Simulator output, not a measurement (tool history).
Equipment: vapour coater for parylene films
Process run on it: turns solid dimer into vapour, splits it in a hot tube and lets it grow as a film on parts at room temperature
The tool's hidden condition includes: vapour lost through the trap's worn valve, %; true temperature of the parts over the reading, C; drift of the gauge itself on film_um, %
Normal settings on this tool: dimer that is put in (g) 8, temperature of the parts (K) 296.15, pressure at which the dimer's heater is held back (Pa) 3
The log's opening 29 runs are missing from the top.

run,day,dimer that is put in (g),temperature of the parts (K),pressure at which the dimer's heater is held back (Pa),hours of work since the trap's valve was overhauled,hours of work since the table's thermometer was calibrated,thickness of the film (nm)
30,51.846,7,297.15,6.86,425,1526,1610
# day 52.875: table's thermometer calibrated
31,53.7,3,290.15,5.09,447,10,810
32,54.908,13,289.15,3,462,25,4070
33,56.192,8,292.15,11.08,478,41,2010
34,58.346,8,292.15,11.08,504,67,1960
35,60.721,5,296.15,3.55,533,96,1280
36,62.454,4,291.15,3,554,117,1200
37,64.046,4,291.15,3,574,137,1200
38,65.262,4,289.15,4.1,589,152,1210
39,67.396,4,291.15,10.13,615,178,1030
40,69.542,4,300.15,4.12,641,204,890
# day 70.729: trap's valve overhauled
41,71.792,8,298.15,4.92,13,229,1830
42,74.004,8,298.15,4.92,40,256,1790

Alternative continuations, all from the tool just after run 42; predict every row:
A,76.333,12,305.15,4.92,69,285,?
B,76.333,3,298.15,4.92,69,285,?
C,76.333,5,289.15,4.92,69,285,?
D,76.333,10,292.15,6.9,69,285,?
E,76.333,9,303.15,2.18,69,285,?

run,thickness of the film (nm)
A,2320
B,680
C,1480
D,2570
E,2060
With the hidden condition removed and each run's random variation left untouched, the same runs would have given:
run,thickness of the film (nm)
A,2320
B,680
C,1480
D,2570
E,2060
